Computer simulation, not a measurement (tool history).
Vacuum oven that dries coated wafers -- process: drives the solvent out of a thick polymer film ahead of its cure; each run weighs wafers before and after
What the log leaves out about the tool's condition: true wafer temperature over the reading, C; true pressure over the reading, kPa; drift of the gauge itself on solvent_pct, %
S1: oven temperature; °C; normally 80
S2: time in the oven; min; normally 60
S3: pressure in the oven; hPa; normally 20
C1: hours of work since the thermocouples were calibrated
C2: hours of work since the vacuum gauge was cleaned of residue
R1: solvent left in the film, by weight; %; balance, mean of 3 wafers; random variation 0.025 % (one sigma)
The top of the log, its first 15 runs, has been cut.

run   hour  S1  S2    S3   C1   C2    R1
     281.4  -- oven's thermocouples calibrated
 16  301.1  80  60    20   11  614  1.94
 17  325.1  80  60    20   25  628   1.9
     341.3  -- oven's thermocouples calibrated, once more
 18  344.1  84  83  48.9    2  638  2.58
 19  367.1  84  83  48.9   15  651  2.64
 20  393.6  80  98  12.5   30  666  0.98
 21  417.7  80  68  18.3   44  680  1.85
 22  438.4  89  67  52.7   56  692  2.31
 23  451.1  86  60    20   63  699   1.3
 24    471  80  64    20   74  710  2.05
 25  486.4  80  35  26.9   83  719  4.58
 26  498.8  80  35  26.9   90  726  4.63
 27  516.8  74  77  33.7  101  737  3.93
 28  541.6  74  77  33.7  115  751  3.89
 29    566  74  77  33.7  129  765  3.95
 30    588  80  89  10.6  142  778  0.97
 31  608.5  65  64    14  153  789  6.73

4 ways to go on from here, each from the tool as it stands after run 31. What would each give?
  A   630  65   70    14  166  802   ?
  B   630  65  104    14  166  802   ?
  C   630  76   36  15.4  166  802   ?
  D   630  74  100  21.9  166  802   ?

run    R1
  A   6.2
  B  4.25
  C  5.38
  D  2.43
Take away the tool's hidden state, keep each run's random variation, and the runs would have read:
run    R1
  A   6.3
  B  4.32
  C   5.5
  D  2.44
